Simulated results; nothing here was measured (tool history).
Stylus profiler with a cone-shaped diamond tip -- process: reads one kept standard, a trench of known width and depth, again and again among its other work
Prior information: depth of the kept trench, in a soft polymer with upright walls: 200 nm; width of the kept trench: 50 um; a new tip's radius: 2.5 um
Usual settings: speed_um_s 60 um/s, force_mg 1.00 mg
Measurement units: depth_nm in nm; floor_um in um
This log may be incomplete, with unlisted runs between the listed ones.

run    hour  speed_um_s  force_mg  depth_nm  floor_um
  1     0.0          60      1.00    200.79     47.08
  2    60.7          60      2.48    201.93     47.29
  3   104.6          60      2.48    201.83     47.28
  4   148.2          60      1.00    200.89     47.03
  5   210.3          60      1.00    200.82     47.01
  6   296.1          60      1.00    200.79     46.98
  7   360.9          60      1.00    200.72     47.05
  8   436.7          60      0.46    200.09     46.68
  9   508.1         190      1.00    200.47     45.69
 10   582.3          60      1.00    200.66     46.91
 11   664.7          60      1.00    200.48     46.94
 12   723.2          60      1.00    200.53     46.88
 13   778.2          60      1.00    200.52     46.90
 14   824.1          60      2.85    201.67     47.15
      836.4  -- height scale calibrated on a step standard
 15   899.0          60      2.85    202.66     47.03
 16   936.1          60      2.85    202.59     47.08
 17  1011.5          60      1.00    201.31     46.82
 18  1080.9          60      1.57    201.70     46.88
 19  1160.9          60      1.03    201.31     46.76
 20  1238.2          60      1.03    201.11     46.72
 21  1309.0          68      1.09    201.13     46.67
 22  1350.7         141      1.00    201.13     45.89
     1434.6  -- new tip fitted, height scale calibrated
 23  1434.6          62      0.42    200.53     47.16
 24  1499.7          62      0.42    200.64     47.09
 25  1545.2          62      0.42    200.65     47.08
 26  1600.8         156      0.87    201.00     46.30
 27  1683.4         156      0.87    201.02     46.34
 28  1764.5          85      0.79    200.92     46.97
 29  1826.0          60      0.42    200.51     46.99
 30  1899.3          60      0.42    200.50     46.94
 31  1967.2         152      1.21    201.12     46.49
 32  2007.5          89      2.92    202.37     47.36
 33  2071.2          66      2.13    201.72     47.34
 34  2145.2         194      2.32    201.84     46.53
 35  2235.5         194      2.32    201.80     46.53
 36  2287.6         194      2.32    201.81     46.54
 37  2325.6         208      0.62    200.39     45.20
 38  2385.8          53      1.00    200.72     47.15
 39  2453.1          53      1.00    200.69     47.16
 40  2500.6          53      1.00    200.72     47.15

What if the next run were any one of these 3? Each begins from the tool's condition after run 40:
  A  2558.0          47      1.00         ?         ?
  B  2558.0          20      0.78         ?         ?
  C  2558.0          16      2.40         ?         ?

run  depth_nm  floor_um
  A    200.67     47.18
  B    200.43     47.38
  C    201.81     47.54
Had the tool no hidden state, the same runs would have come out as:
run  depth_nm  floor_um
  A    201.29     47.61
  B    201.05     47.80
  C    202.43     47.97

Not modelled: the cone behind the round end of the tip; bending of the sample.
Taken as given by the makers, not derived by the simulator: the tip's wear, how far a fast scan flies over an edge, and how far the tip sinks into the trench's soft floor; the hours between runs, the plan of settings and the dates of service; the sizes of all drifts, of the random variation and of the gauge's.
